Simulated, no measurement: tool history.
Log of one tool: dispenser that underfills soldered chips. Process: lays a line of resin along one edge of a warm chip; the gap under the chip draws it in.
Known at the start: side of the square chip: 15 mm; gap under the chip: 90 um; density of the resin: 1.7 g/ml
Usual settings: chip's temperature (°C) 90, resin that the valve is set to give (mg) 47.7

run	day	chip's temperature (°C)	resin that the valve is set to give (mg)	time until the resin shows at the far edge (s)	resin that the valve gave (mg)
1	0	90	47.7	170.9	46.92
# day 0.279: new syringe of resin
2	0.354	90	47.7	169.2	46.49
3	0.621	83	47.7	252.6	46.1
# day 0.662: new syringe of resin
4	0.954	83	44.1	249.8	42.52
# day 1.025: new syringe of resin
5	1.321	83	44.1	251.3	42.56
# day 1.425: new syringe of resin
6	1.742	83	44.1	262.3	42.56
# day 1.808: new syringe of resin
7	2.1	90	47.7	195.1	45.65
# day 2.204: new syringe of resin
8	2.358	78	47.7	270.7	45.84
# day 2.592: new syringe of resin
9	2.617	90	53.4	158.7	50.98
# day 2.788: dispensing valve cleaned and set on the balance
# day 3: new syringe of resin
10	3.029	90	53.4	155.9	52.94
11	3.317	90	53.2	188.2	52.54
# day 3.367: new syringe of resin
12	3.588	90	53.2	179.8	52.28
# day 3.733: new syringe of resin
13	4.025	90	53.2	189.5	52.37
# day 4.121: new syringe of resin
14	4.462	90	52.3	193.9	51.12
# day 4.512: new syringe of resin
15	4.846	94	47.7	170.3	46.61
# day 4.896: new syringe of resin
16	5.158	105	48.6	118.1	47.27
# day 5.288: new syringe of resin
17	5.621	105	48.6	125.6	47.14
# day 5.679: new syringe of resin
# day 6.062: new syringe of resin
18	6.062	105	48.6	98.5	46.93
19	6.35	77	47.7	296.1	45.74
# day 6.454: new syringe of resin
20	6.667	77	47.7	282	45.84
# day 6.85: new syringe of resin
21	7.075	77	47.7	277.7	45.82
# day 7.217: new syringe of resin
# day 7.388: dispensing valve cleaned and set on the balance
22	7.392	78	45.4	257.7	45.36
# day 7.658: new syringe of resin
23	7.688	78	45.4	240.4	45.09
24	7.962	93	48.8	166.8	48.59
# day 8.038: new syringe of resin
25	8.317	95	54.1	155.3	53.25

Run 26 comes next. What will it give?
# day 8.4: new syringe of resin
26	8.542	95	54.1	?	?

{"run 26": {"time until the resin shows at the far edge (s)": 141.7, "resin that the valve gave (mg)": 53.1}}
Without the tool's hidden state the same run would have given time until the resin shows at the far edge (s) 143.6, resin that the valve gave (mg) 53.85.
